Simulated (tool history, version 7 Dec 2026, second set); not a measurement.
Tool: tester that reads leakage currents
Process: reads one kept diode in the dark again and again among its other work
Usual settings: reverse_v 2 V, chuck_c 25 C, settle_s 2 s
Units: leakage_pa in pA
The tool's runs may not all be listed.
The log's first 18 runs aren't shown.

{"run": 19, "day": 38.383, "reverse_v": 1.54, "chuck_c": 60, "settle_s": 2, "leakage_pa": 1298.98}
{"run": 20, "day": 40.217, "reverse_v": 1.54, "chuck_c": 60, "settle_s": 2, "leakage_pa": 1298.08}
{"run": 21, "day": 41.683, "reverse_v": 5.08, "chuck_c": 40, "settle_s": 0.73, "leakage_pa": 568.35}
{"run": 22, "day": 43.067, "reverse_v": 6.15, "chuck_c": 25, "settle_s": 2.4, "leakage_pa": 199.62}
{"run": 23, "day": 44.712, "reverse_v": 2.33, "chuck_c": 37, "settle_s": 2, "leakage_pa": 321.66}
{"run": 24, "day": 46.358, "reverse_v": 8.09, "chuck_c": 40, "settle_s": 0.5, "leakage_pa": 705.06}
{"run": 25, "day": 48.046, "reverse_v": 1.45, "chuck_c": 31, "settle_s": 2.26, "leakage_pa": 164.58}
{"run": 26, "day": 49.396, "reverse_v": 1.45, "chuck_c": 31, "settle_s": 2.26, "leakage_pa": 164.75}
{"run": 27, "day": 52.304, "reverse_v": 1.45, "chuck_c": 31, "settle_s": 2.26, "leakage_pa": 163.9}
{"run": 28, "day": 53.983, "reverse_v": 15.71, "chuck_c": 47, "settle_s": 2.26, "leakage_pa": 1554.31}
{"run": 29, "day": 55.733, "reverse_v": 11.48, "chuck_c": 55, "settle_s": 2, "leakage_pa": 2309.7}
{"run": 30, "day": 57.654, "reverse_v": 18.72, "chuck_c": 35, "settle_s": 2.85, "leakage_pa": 710.84}
{"run": 31, "day": 60.271, "reverse_v": 1.13, "chuck_c": 27, "settle_s": 2.01, "leakage_pa": 106.74}
{"run": 32, "day": 61.496, "reverse_v": 2, "chuck_c": 22, "settle_s": 0.6, "leakage_pa": 92.33}
{"run": 33, "day": 64.3, "reverse_v": 2.13, "chuck_c": 31, "settle_s": 0.31, "leakage_pa": 193.98}
{"run": 34, "day": 66.562, "reverse_v": 1.35, "chuck_c": 55, "settle_s": 0.78, "leakage_pa": 870.86}
{"run": 35, "day": 68.346, "reverse_v": 3.27, "chuck_c": 55, "settle_s": 0.78, "leakage_pa": 1297.5}
{"run": 36, "day": 70.171, "reverse_v": 3.27, "chuck_c": 55, "settle_s": 0.78, "leakage_pa": 1289.11}
{"run": 37, "day": 72.246, "reverse_v": 2, "chuck_c": 42, "settle_s": 1.84, "leakage_pa": 422.58}
{"run": 38, "day": 74.854, "reverse_v": 2, "chuck_c": 42, "settle_s": 1.84, "leakage_pa": 422.54}
{"run": 39, "day": 77.271, "reverse_v": 2, "chuck_c": 54, "settle_s": 7.37, "leakage_pa": 959.83}

Forecast each of these 3 alternatives for the next run:
{"run": "A", "day": 78.825, "reverse_v": 2, "chuck_c": 30, "settle_s": 7.37, "leakage_pa": "?"}
{"run": "B", "day": 78.825, "reverse_v": 6.73, "chuck_c": 54, "settle_s": 7.37, "leakage_pa": "?"}
{"run": "C", "day": 78.825, "reverse_v": 2, "chuck_c": 31, "settle_s": 0.96, "leakage_pa": "?"}

run=A leakage_pa=171.73
run=B leakage_pa=1678.99
run=C leakage_pa=185.62
Without the tool's hidden state the same runs would have given:
run=A leakage_pa=178.81
run=B leakage_pa=1741.07
run=C leakage_pa=193.25
